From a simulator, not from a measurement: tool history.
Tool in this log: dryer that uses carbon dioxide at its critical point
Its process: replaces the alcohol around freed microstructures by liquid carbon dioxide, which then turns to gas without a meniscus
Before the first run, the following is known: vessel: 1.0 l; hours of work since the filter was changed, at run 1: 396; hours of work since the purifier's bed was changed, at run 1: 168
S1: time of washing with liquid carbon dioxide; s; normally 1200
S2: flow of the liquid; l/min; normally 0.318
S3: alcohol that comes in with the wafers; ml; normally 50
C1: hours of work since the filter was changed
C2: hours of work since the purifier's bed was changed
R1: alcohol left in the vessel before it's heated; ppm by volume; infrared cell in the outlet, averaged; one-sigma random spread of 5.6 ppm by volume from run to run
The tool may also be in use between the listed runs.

run 1 hour=0 | S1=1200 S2=0.318 S3=50 | C1=396 C2=168 | R1=232
run 2 hour=5.1 | S1=1200 S2=0.318 S3=50 | C1=399 C2=170 | R1=227
run 3 hour=14.6 | S1=1200 S2=0.318 S3=50 | C1=403 C2=174 | R1=236
run 4 hour=21.8 | S1=1200 S2=0.318 S3=87 | C1=406 C2=178 | R1=387
run 5 hour=27.4 | S1=1200 S2=0.318 S3=87 | C1=409 C2=180 | R1=397
run 6 hour=33.9 | S1=1200 S2=0.318 S3=87 | C1=412 C2=183 | R1=389
run 7 hour=38.3 | S1=1200 S2=0.318 S3=87 | C1=414 C2=185 | R1=402
run 8 hour=47.8 | S1=1200 S2=0.318 S3=87 | C1=418 C2=189 | R1=401
run 9 hour=55.6 | S1=1200 S2=0.318 S3=50 | C1=422 C2=193 | R1=249
run 10 hour=64.2 | S1=1200 S2=0.318 S3=50 | C1=426 C2=197 | R1=237
run 11 hour=72.3 | S1=900 S2=0.318 S3=50 | C1=429 C2=201 | R1=883
run 12 hour=78.9 | S1=1200 S2=0.487 S3=50 | C1=432 C2=204 | R1=31
run 13 hour=84.1 | S1=1200 S2=0.487 S3=50 | C1=435 C2=206 | R1=33
run 14 hour=92.6 | S1=1200 S2=0.487 S3=50 | C1=439 C2=210 | R1=25
run 15 hour=102.3 | S1=1200 S2=0.318 S3=50 | C1=443 C2=214 | R1=250
run 16 hour=110.1 | S1=1200 S2=0.318 S3=50 | C1=446 C2=218 | R1=250
run 17 hour=119.7 | S1=780 S2=0.318 S3=50 | C1=451 C2=222 | R1=1503
run 18 hour=125.4 | S1=780 S2=0.318 S3=50 | C1=453 C2=225 | R1=1513
run 19 hour=135.5 | S1=960 S2=0.318 S3=50 | C1=458 C2=229 | R1=694
run 20 hour=143.6 | S1=960 S2=0.318 S3=50 | C1=462 C2=233 | R1=691
run 21 hour=148.1 | S1=960 S2=0.318 S3=50 | C1=464 C2=235 | R1=688
run 22 hour=153.9 | S1=1200 S2=0.318 S3=84 | C1=466 C2=238 | R1=404
run 23 hour=160.3 | S1=1620 S2=0.286 S3=50 | C1=469 C2=240 | R1=100
run 24 hour=170.1 | S1=1620 S2=0.286 S3=50 | C1=474 C2=245 | R1=100
run 25 hour=178.8 | S1=1560 S2=0.286 S3=49 | C1=478 C2=249 | R1=113
run 26 hour=185.3 | S1=1560 S2=0.286 S3=49 | C1=481 C2=252 | R1=123
run 27 hour=194.1 | S1=1560 S2=0.518 S3=49 | C1=485 C2=256 | R1=23
run 28 hour=199.6 | S1=1560 S2=0.194 S3=68 | C1=487 C2=258 | R1=1129
run 29 hour=207.7 | S1=1560 S2=0.194 S3=68 | C1=491 C2=262 | R1=1125
run 30 hour=213.3 | S1=1560 S2=0.194 S3=68 | C1=493 C2=265 | R1=1104

Run 31 has not been measured yet. What should we expect?
run 31 hour=222.5 | S1=1560 S2=0.194 S3=68 | C1=497 C2=269 | R1=?

R1: 1175 ppm by volume
Take away the tool's hidden state, keep the run-to-run variation as it was, and the same run would have given R1 863 ppm by volume.
